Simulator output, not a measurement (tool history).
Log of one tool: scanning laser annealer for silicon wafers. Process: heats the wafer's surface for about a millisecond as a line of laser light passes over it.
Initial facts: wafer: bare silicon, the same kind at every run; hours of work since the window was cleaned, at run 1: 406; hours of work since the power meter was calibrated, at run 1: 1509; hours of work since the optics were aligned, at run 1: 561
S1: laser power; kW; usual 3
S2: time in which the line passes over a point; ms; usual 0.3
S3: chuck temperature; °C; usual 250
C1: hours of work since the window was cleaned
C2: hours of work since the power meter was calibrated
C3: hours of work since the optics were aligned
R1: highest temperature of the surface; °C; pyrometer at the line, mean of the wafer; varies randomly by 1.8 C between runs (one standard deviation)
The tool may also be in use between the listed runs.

run,hour,S1,S2,S3,C1,C2,C3,R1
1,0,3,0.3,250,406,1509,561,1013
2,38,3,0.3,250,428,1532,583,1012
3,82.9,3,0.3,250,455,1558,609,1013
4,150.5,3,0.3,252,494,1597,649,1011
5,214.8,3,0.3,252,531,1634,686,1013
6,283.8,2.974,0.3,250,571,1675,726,1005
7,321.4,2.974,0.3,250,593,1696,748,1004
8,392.1,2.974,0.3,250,634,1737,789,1008
9,469.3,2.974,0.3,250,679,1782,834,1004
10,521.2,2.974,0.3,250,709,1813,864,1006
11,567.8,2.974,0.3,250,736,1840,891,1002
12,652,3,0.3,250,785,1889,940,1010
13,693,3,0.3,250,809,1912,964,1012
# hour 766.5: optics aligned, line set to its width
14,778.8,3,0.3,222,856,1959,7,981
# hour 833.6: window over the wafer cleaned
15,838.9,3,0.3,222,3,1993,41,983
16,884.8,3.165,0.3,250,30,2020,68,1054
17,937.8,3.165,0.3,250,61,2051,98,1051
18,1007.5,2.977,0.3,250,101,2091,139,1004
19,1062,3,0.268,250,133,2123,171,964
20,1125.3,3,0.268,250,170,2160,208,966
21,1182.3,2.891,0.268,258,203,2193,241,950
22,1229.8,2.748,0.216,281,230,2220,268,868
23,1316.8,3.163,0.219,212,281,2271,319,887
24,1389.2,3.163,0.219,212,323,2313,361,886
25,1467.1,3.163,0.219,212,368,2358,406,888
26,1542.2,3,0.258,250,412,2402,450,953
27,1584.9,3.162,0.3,222,437,2427,475,1025
28,1624.1,2.704,0.251,280,460,2450,498,906
29,1674.4,2.704,0.251,280,489,2479,527,904
30,1760.7,2.716,0.281,260,539,2529,577,925
31,1827.6,2.716,0.281,260,578,2568,616,924
32,1908.9,2.596,0.289,272,625,2615,663,921
33,1968.6,2.999,0.3,215,660,2650,698,978
34,2057.4,3,0.3,278,712,2702,749,1040
35,2112.8,2.706,0.3,278,744,2734,782,966
36,2169.9,2.706,0.3,278,777,2767,815,967
37,2245.3,3,0.3,238,821,2811,859,1004
38,2286.7,2.75,0.301,250,845,2835,883,949
39,2326.2,2.774,0.354,266,868,2858,906,1035
# hour 2360.2: window over the wafer cleaned
40,2414.5,3.202,0.353,255,32,2908,956,1139

5 ways to go on from here, each from the tool as it stands after run 40. What would each give?
A,2451.9,3.241,0.364,246,53,2930,978,?
B,2451.9,3.202,0.343,289,53,2930,978,?
C,2451.9,3,0.224,250,53,2930,978,?
D,2451.9,2.563,0.322,250,53,2930,978,?
E,2451.9,3.285,0.264,215,53,2930,978,?

run,R1
A,1158
B,1159
C,903
D,933
E,992
With no hidden state in the tool, these same runs would have given:
run,R1
A,1158
B,1159
C,903
D,933
E,992
